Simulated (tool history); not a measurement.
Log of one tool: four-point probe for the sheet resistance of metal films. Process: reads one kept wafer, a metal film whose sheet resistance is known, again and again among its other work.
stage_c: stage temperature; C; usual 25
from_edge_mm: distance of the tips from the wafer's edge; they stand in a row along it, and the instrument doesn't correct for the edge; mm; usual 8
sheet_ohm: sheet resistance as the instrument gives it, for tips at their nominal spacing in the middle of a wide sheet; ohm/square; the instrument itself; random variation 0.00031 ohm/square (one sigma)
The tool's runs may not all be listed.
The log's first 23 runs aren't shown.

run     day  stage_c  from_edge_mm  touches since the probe head was changed  hours of work since the stage's thermometer was calibrated  sheet_ohm
 24  42.067       27            27                                     52103                                                          44   1.523947
 25  43.738       22             8                                     53053                                                          74   1.543586
 26  45.775       22            25                                     54212                                                         109   1.525860
 27  47.038       35             8                                     54931                                                         132   1.541210
 28  48.400       35             8                                     55708                                                         155   1.540370
 29  49.850       30            48                                     56534                                                         181   1.522189
 30  51.525       28            14                                     57486                                                         210   1.529322
 31  53.679       31            29                                     58713                                                         248   1.523603
     55.146  -- stage's thermometer calibrated, once more
 32  55.425       31            29                                     59694                                                           5   1.521829
 33  56.896       28             8                                     60532                                                          31   1.541579
 34  59.112       28             8                                     61794                                                          70   1.541639
 35  60.412       28             8                                     62533                                                          92   1.541973
 36  62.038       28             8                                     63459                                                         121   1.542122
 37  64.442       28             8                                     64828                                                         163   1.541913
 38  66.012       28             4                                     65720                                                         190   1.600648
 39  67.221       28            14                                     66410                                                         212   1.528785
 40  69.267       25            14                                     67574                                                         248   1.529799
 41  70.783       29            12                                     68438                                                         274   1.531129
 42  72.021       19            28                                     69141                                                         296   1.526109
 43  74.446       21            61                                     70521                                                         338   1.524508

4 ways to go on from here, each from the tool as it stands after run 43. What would each give?
  A  76.083       25            61                                     71454                                                         367          ?
  B  76.083       20             3                                     71454                                                         367          ?
  C  76.083       26            64                                     71454                                                         367          ?
  D  76.083       24             8                                     71454                                                         367          ?

run  sheet_ohm
  A   1.523053
  B   1.658146
  C   1.523933
  D   1.544402
Without the tool's hidden state the same runs would have given:
run  sheet_ohm
  A   1.512860
  B   1.647118
  C   1.513736
  D   1.534074
